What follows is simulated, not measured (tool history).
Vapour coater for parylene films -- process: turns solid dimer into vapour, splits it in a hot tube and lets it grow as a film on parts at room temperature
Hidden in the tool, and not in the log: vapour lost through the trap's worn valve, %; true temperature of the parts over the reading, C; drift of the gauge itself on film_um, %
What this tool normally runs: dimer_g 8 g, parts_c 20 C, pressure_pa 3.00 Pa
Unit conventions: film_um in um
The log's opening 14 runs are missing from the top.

run   hour  dimer_g  parts_c  pressure_pa  hours of work since the trap's valve was overhauled  hours of work since the table's thermometer was calibrated  film_um
 15  343.1        8       14         2.10                                                  227                                                        1159     7.00
 16  375.5        6       24         5.37                                                  249                                                        1180     4.22
 17  408.3        9       13         4.12                                                  270                                                        1202     7.50
     428.1  -- trap's valve overhauled
 18  443.1       12       17         7.47                                                   10                                                        1222    10.12
 19  473.6       12       17         7.47                                                   30                                                        1243    10.00
 20  509.2        9       26         3.47                                                   54                                                        1266     6.82
 21  540.6        3       28         7.49                                                   74                                                        1287     2.11
 22  570.7        7       23         9.30                                                   94                                                        1307     5.08
 23  593.6        7       23         9.30                                                  110                                                        1322     4.97
 24  620.8        5       13         2.48                                                  128                                                        1340     4.65
 25  654.3        4       13         5.69                                                  150                                                        1362     3.47
 26  677.0        5       24         6.95                                                  165                                                        1377     3.48
 27  699.4        4       13         2.18                                                  180                                                        1392     3.68
 28  735.6       12       13         8.63                                                  204                                                        1416     9.79
 29  768.3       14       21         5.02                                                  225                                                        1438    10.48

Expected results for the next run?
 30  788.7       12       28         5.02                                                  239                                                        1451        ?

Run 30 measured film_um 7.82 um.
With no hidden state in the tool, this same run would have given film_um 8.61 um.
